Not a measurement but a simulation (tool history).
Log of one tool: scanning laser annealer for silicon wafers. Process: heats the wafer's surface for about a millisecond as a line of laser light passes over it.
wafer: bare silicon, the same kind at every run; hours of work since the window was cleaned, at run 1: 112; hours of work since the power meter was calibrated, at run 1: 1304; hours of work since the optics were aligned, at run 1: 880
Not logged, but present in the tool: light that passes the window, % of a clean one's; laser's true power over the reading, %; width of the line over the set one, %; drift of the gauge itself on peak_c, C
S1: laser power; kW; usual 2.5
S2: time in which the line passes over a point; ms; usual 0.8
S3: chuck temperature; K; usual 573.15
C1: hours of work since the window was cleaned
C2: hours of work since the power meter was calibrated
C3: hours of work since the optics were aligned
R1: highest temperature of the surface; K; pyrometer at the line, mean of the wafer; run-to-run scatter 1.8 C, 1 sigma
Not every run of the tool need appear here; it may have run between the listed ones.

Run 1, hour 0: usual settings; C1 112; C2 1304; C3 880. Result: R1 1310.15 K.
Run 2, hour 80.4: usual settings; C1 167; C2 1360; C3 935. Result: R1 1305.15 K.
Run 3, hour 147.6: usual settings but S2 0.692 ms; C1 214; C2 1406; C3 982. Result: R1 1245.15 K.
At hour 159.6: optics aligned, line set to its width.
Run 4, hour 227.8: usual settings but S2 0.692 ms; C1 266; C2 1458; C3 47. Result: R1 1237.15 K.
Run 5, hour 288.2: usual settings but S2 0.692 ms; C1 308; C2 1500; C3 89. Result: R1 1241.15 K.
Run 6, hour 335: usual settings but S2 0.692 ms; C1 340; C2 1532; C3 121. Result: R1 1235.15 K.
Run 7, hour 424.1: usual settings; C1 402; C2 1594; C3 183. Result: R1 1285.15 K.
Run 8, hour 482.6: usual settings but S2 0.581 ms; C1 442; C2 1634; C3 224. Result: R1 1167.15 K.
Run 9, hour 568.2: usual settings but S2 0.581 ms; C1 501; C2 1694; C3 283. Result: R1 1165.15 K.
Run 10, hour 648.2: usual settings but S2 0.683 ms; C1 557; C2 1749; C3 338. Result: R1 1222.15 K.
At hour 718.5: optics aligned, line set to its width, once more.
Run 11, hour 724.4: usual settings but S1 2.417 kW; C1 606; C2 1798; C3 4. Result: R1 1273.15 K.
Run 12, hour 810.8: usual settings but S1 2.417 kW; C1 666; C2 1858; C3 64. Result: R1 1267.15 K.
Run 13, hour 889.4: usual settings; C1 720; C2 1913; C3 118. Result: R1 1295.15 K.
At hour 958.1: window over the wafer cleaned.
Run 14, hour 973.2: usual settings but S1 2.269 kW; C1 10; C2 1969; C3 175. Result: R1 1242.15 K.
Run 15, hour 1018.7: usual settings; C1 42; C2 2001; C3 206. Result: R1 1327.15 K.
Run 16, hour 1077.6: usual settings; C1 83; C2 2041; C3 247. Result: R1 1323.15 K.
Run 17, hour 1160: usual settings; C1 140; C2 2098; C3 304. Result: R1 1318.15 K.
Run 18, hour 1229.6: usual settings; C1 188; C2 2147; C3 352. Result: R1 1316.15 K.
Run 19, hour 1268: usual settings but S1 2.568 kW; C1 214; C2 2173; C3 379. Result: R1 1338.15 K.
Run 20, hour 1328.9: usual settings but S1 2.568 kW; C1 257; C2 2215; C3 421. Result: R1 1338.15 K.
Run 21, hour 1385.9: usual settings but S1 2.568 kW; C1 296; C2 2255; C3 460. Result: R1 1335.15 K.
Run 22, hour 1452.3: usual settings but S1 2.712 kW, S2 0.866 ms, S3 544.15 K; C1 342; C2 2301; C3 506. Result: R1 1397.15 K.
Run 23, hour 1491.9: usual settings but S2 0.902 ms, S3 554.15 K; C1 369; C2 2328; C3 534. Result: R1 1338.15 K.
Run 24, hour 1567.1: usual settings but S2 0.902 ms, S3 554.15 K; C1 421; C2 2380; C3 586. Result: R1 1335.15 K.
Run 25, hour 1620.1: usual settings but S2 0.902 ms, S3 554.15 K; C1 458; C2 2417; C3 623. Result: R1 1334.15 K.
Run 26, hour 1670.6: usual settings but S2 0.902 ms, S3 554.15 K; C1 493; C2 2452; C3 658. Result: R1 1327.15 K.
Run 27, hour 1742.4: usual settings but S1 2.376 kW, S2 0.615 ms, S3 599.15 K; C1 543; C2 2501; C3 707. Result: R1 1180.15 K.
Run 28, hour 1802.6: usual settings but S2 0.67 ms, S3 557.15 K; C1 584; C2 2543; C3 749. Result: R1 1206.15 K.
Run 29, hour 1886.6: usual settings but S1 2.535 kW, S2 0.857 ms, S3 578.15 K; C1 643; C2 2601; C3 807. Result: R1 1334.15 K.
Run 30, hour 1936.6: usual settings but S1 2.689 kW; C1 677; C2 2636; C3 842. Result: R1 1355.15 K.
Run 31, hour 1996.4: usual settings but S1 2.197 kW, S2 0.574 ms, S3 537.15 K; C1 719; C2 2677; C3 883. Result: R1 1037.15 K.
Run 32, hour 2056.8: usual settings but S1 2.513 kW, S2 0.9 ms, S3 551.15 K; C1 760; C2 2719; C3 925. Result: R1 1313.15 K.
At hour 2065.6: window over the wafer cleaned.
Run 33, hour 2131.9: usual settings but S1 2.417 kW, S2 0.9 ms, S3 556.15 K; C1 46; C2 2770; C3 975. Result: R1 1313.15 K.
At hour 2155.5: optics aligned, line set to its width.
Run 34, hour 2202.2: usual settings but S1 2.597 kW, S2 0.779 ms, S3 565.15 K; C1 91; C2 2815; C3 32. Result: R1 1339.15 K.
Run 35, hour 2273.5: usual settings but S1 2.186 kW, S2 0.859 ms, S3 565.15 K; C1 140; C2 2864; C3 82. Result: R1 1218.15 K.
Run 36, hour 2351.5: usual settings but S1 2.186 kW, S2 0.599 ms, S3 565.15 K; C1 194; C2 2918; C3 136. Result: R1 1099.15 K.
Run 37, hour 2420: usual settings but S1 2.321 kW, S2 0.599 ms; C1 242; C2 2965; C3 183. Result: R1 1143.15 K.
Run 38, hour 2484.6: usual settings but S1 2.321 kW, S2 0.599 ms; C1 286; C2 3010; C3 228. Result: R1 1142.15 K.
Run 39, hour 2556.4: usual settings but S1 2.46 kW, S2 0.975 ms; C1 336; C2 3060; C3 277. Result: R1 1377.15 K.
Run 40, hour 2616.5: usual settings but S1 2.46 kW, S2 0.975 ms; C1 378; C2 3101; C3 319. Result: R1 1375.15 K.

Selected run-to-run steps in R1, each split into two signed amounts: the part the tool would show with no hidden state at all (from settings, incoming material and random variation), and the remainder, which goes to the hidden state together with any gauge scatter not common to the measured and the hidden-state-free results:
Run 13 -> 14: S1 2.5 -> 2.269, window over the wafer cleaned. R1 -53 K: hidden state +33, all else -86.
Run 30 -> 31: S1 2.689 -> 2.197, S2 0.8 -> 0.574, S3 573.15 -> 537.15. R1 -318 K: hidden state +19, all else -337.
Run 31 -> 32: S1 2.197 -> 2.513, S2 0.574 -> 0.9, S3 537.15 -> 551.15. R1 +276 K: hidden state -23, all else +299.
Run 32 -> 33: S1 2.513 -> 2.417, S3 551.15 -> 556.15, window over the wafer cleaned. R1 +0 K: hidden state +33, all else -33.
Run 38 -> 39: S1 2.321 -> 2.46, S2 0.599 -> 0.975. R1 +235 K: hidden state -12, all else +247.
